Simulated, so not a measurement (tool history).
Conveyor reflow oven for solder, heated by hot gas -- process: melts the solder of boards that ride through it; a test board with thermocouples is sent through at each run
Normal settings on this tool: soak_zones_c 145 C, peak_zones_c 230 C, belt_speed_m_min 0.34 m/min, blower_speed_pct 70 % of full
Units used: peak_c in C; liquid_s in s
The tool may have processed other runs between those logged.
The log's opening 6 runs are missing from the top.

{"run": 7, "hour": 305.4, "soak_zones_c": 145, "peak_zones_c": 230, "belt_speed_m_min": 0.303, "blower_speed_pct": 70, "peak_c": 220.7, "liquid_s": 100.5}
{"run": 8, "hour": 359.8, "soak_zones_c": 145, "peak_zones_c": 230, "belt_speed_m_min": 0.303, "blower_speed_pct": 70, "peak_c": 220.7, "liquid_s": 99.8}
{"run": 9, "hour": 431.3, "soak_zones_c": 160, "peak_zones_c": 230, "belt_speed_m_min": 0.34, "blower_speed_pct": 70, "peak_c": 219.9, "liquid_s": 97.4}
{"hour": 467.4, "done": "flux residue cleaned out of gas plates and filters"}
{"run": 10, "hour": 480.3, "soak_zones_c": 160, "peak_zones_c": 230, "belt_speed_m_min": 0.34, "blower_speed_pct": 70, "peak_c": 221.1, "liquid_s": 98.6}
{"run": 11, "hour": 529.0, "soak_zones_c": 160, "peak_zones_c": 230, "belt_speed_m_min": 0.34, "blower_speed_pct": 70, "peak_c": 220.8, "liquid_s": 98.3}
{"run": 12, "hour": 571.5, "soak_zones_c": 145, "peak_zones_c": 230, "belt_speed_m_min": 0.34, "blower_speed_pct": 70, "peak_c": 218.1, "liquid_s": 86.8}
{"hour": 618.9, "done": "thermocouples of zones 6 and 7 changed"}
{"run": 13, "hour": 618.9, "soak_zones_c": 145, "peak_zones_c": 230, "belt_speed_m_min": 0.34, "blower_speed_pct": 70, "peak_c": 216.3, "liquid_s": 83.9}
{"run": 14, "hour": 679.4, "soak_zones_c": 145, "peak_zones_c": 230, "belt_speed_m_min": 0.34, "blower_speed_pct": 70, "peak_c": 216.3, "liquid_s": 84.9}
{"hour": 708.2, "done": "flux residue cleaned out of gas plates and filters"}
{"run": 15, "hour": 759.6, "soak_zones_c": 145, "peak_zones_c": 230, "belt_speed_m_min": 0.34, "blower_speed_pct": 80, "peak_c": 218.6, "liquid_s": 87.6}
{"run": 16, "hour": 796.5, "soak_zones_c": 145, "peak_zones_c": 236, "belt_speed_m_min": 0.345, "blower_speed_pct": 71, "peak_c": 221.8, "liquid_s": 89.8}
{"run": 17, "hour": 832.4, "soak_zones_c": 145, "peak_zones_c": 236, "belt_speed_m_min": 0.345, "blower_speed_pct": 71, "peak_c": 222.1, "liquid_s": 88.8}
{"run": 18, "hour": 887.1, "soak_zones_c": 145, "peak_zones_c": 223, "belt_speed_m_min": 0.292, "blower_speed_pct": 54, "peak_c": 211.5, "liquid_s": 93.1}
{"run": 19, "hour": 925.9, "soak_zones_c": 130, "peak_zones_c": 237, "belt_speed_m_min": 0.308, "blower_speed_pct": 60, "peak_c": 221.5, "liquid_s": 91.7}
{"hour": 947.8, "done": "flux residue cleaned out of gas plates and filters"}
{"hour": 978.4, "done": "belt drive overhauled, speed set with a stopwatch"}
{"run": 20, "hour": 982.1, "soak_zones_c": 130, "peak_zones_c": 237, "belt_speed_m_min": 0.308, "blower_speed_pct": 60, "peak_c": 221.5, "liquid_s": 88.5}
{"run": 21, "hour": 1059.2, "soak_zones_c": 138, "peak_zones_c": 240, "belt_speed_m_min": 0.34, "blower_speed_pct": 51, "peak_c": 219.5, "liquid_s": 81}
{"run": 22, "hour": 1095.1, "soak_zones_c": 138, "peak_zones_c": 240, "belt_speed_m_min": 0.34, "blower_speed_pct": 51, "peak_c": 219.5, "liquid_s": 81.2}
{"run": 23, "hour": 1148.4, "soak_zones_c": 138, "peak_zones_c": 240, "belt_speed_m_min": 0.34, "blower_speed_pct": 60, "peak_c": 221.8, "liquid_s": 83.6}
{"hour": 1191.7, "done": "flux residue cleaned out of gas plates and filters"}
{"run": 24, "hour": 1231.3, "soak_zones_c": 145, "peak_zones_c": 226, "belt_speed_m_min": 0.317, "blower_speed_pct": 60, "peak_c": 214, "liquid_s": 86}
{"run": 25, "hour": 1308.6, "soak_zones_c": 145, "peak_zones_c": 226, "belt_speed_m_min": 0.317, "blower_speed_pct": 60, "peak_c": 213.8, "liquid_s": 85.8}
{"run": 26, "hour": 1375.0, "soak_zones_c": 145, "peak_zones_c": 238, "belt_speed_m_min": 0.287, "blower_speed_pct": 60, "peak_c": 227.2, "liquid_s": 110.3}
{"hour": 1432.4, "done": "flux residue cleaned out of gas plates and filters"}
{"hour": 1434.4, "done": "thermocouples of zones 6 and 7 changed"}
{"run": 27, "hour": 1455.8, "soak_zones_c": 132, "peak_zones_c": 237, "belt_speed_m_min": 0.287, "blower_speed_pct": 60, "peak_c": 223.8, "liquid_s": 100.4}
{"run": 28, "hour": 1526.3, "soak_zones_c": 132, "peak_zones_c": 238, "belt_speed_m_min": 0.317, "blower_speed_pct": 60, "peak_c": 221.6, "liquid_s": 87.9}
{"run": 29, "hour": 1587.3, "soak_zones_c": 132, "peak_zones_c": 238, "belt_speed_m_min": 0.317, "blower_speed_pct": 60, "peak_c": 221.4, "liquid_s": 87.8}
{"run": 30, "hour": 1655.4, "soak_zones_c": 132, "peak_zones_c": 238, "belt_speed_m_min": 0.334, "blower_speed_pct": 62, "peak_c": 220, "liquid_s": 81.2}

3 options for the next run, each taken on its own from the tool as it stands now. Forecast them:
{"hour": 1675.7, "done": "flux residue cleaned out of gas plates and filters"}
{"run": "A", "hour": 1705.8, "soak_zones_c": 138, "peak_zones_c": 222, "belt_speed_m_min": 0.34, "blower_speed_pct": 83, "peak_c": "?", "liquid_s": "?"}
{"hour": 1675.7, "done": "flux residue cleaned out of gas plates and filters"}
{"run": "B", "hour": 1705.8, "soak_zones_c": 140, "peak_zones_c": 237, "belt_speed_m_min": 0.34, "blower_speed_pct": 70, "peak_c": "?", "liquid_s": "?"}
{"hour": 1675.7, "done": "flux residue cleaned out of gas plates and filters"}
{"run": "C", "hour": 1705.8, "soak_zones_c": 145, "peak_zones_c": 230, "belt_speed_m_min": 0.281, "blower_speed_pct": 70, "peak_c": "?", "liquid_s": "?"}

run=A peak_c=211.3 liquid_s=74.9
run=B peak_c=222.8 liquid_s=87.2
run=C peak_c=221.7 liquid_s=109.5
Without the tool's unlogged condition, the same runs would have read:
run=A peak_c=210.8 liquid_s=73.4
run=B peak_c=222.2 liquid_s=85.6
run=C peak_c=221.2 liquid_s=107.5
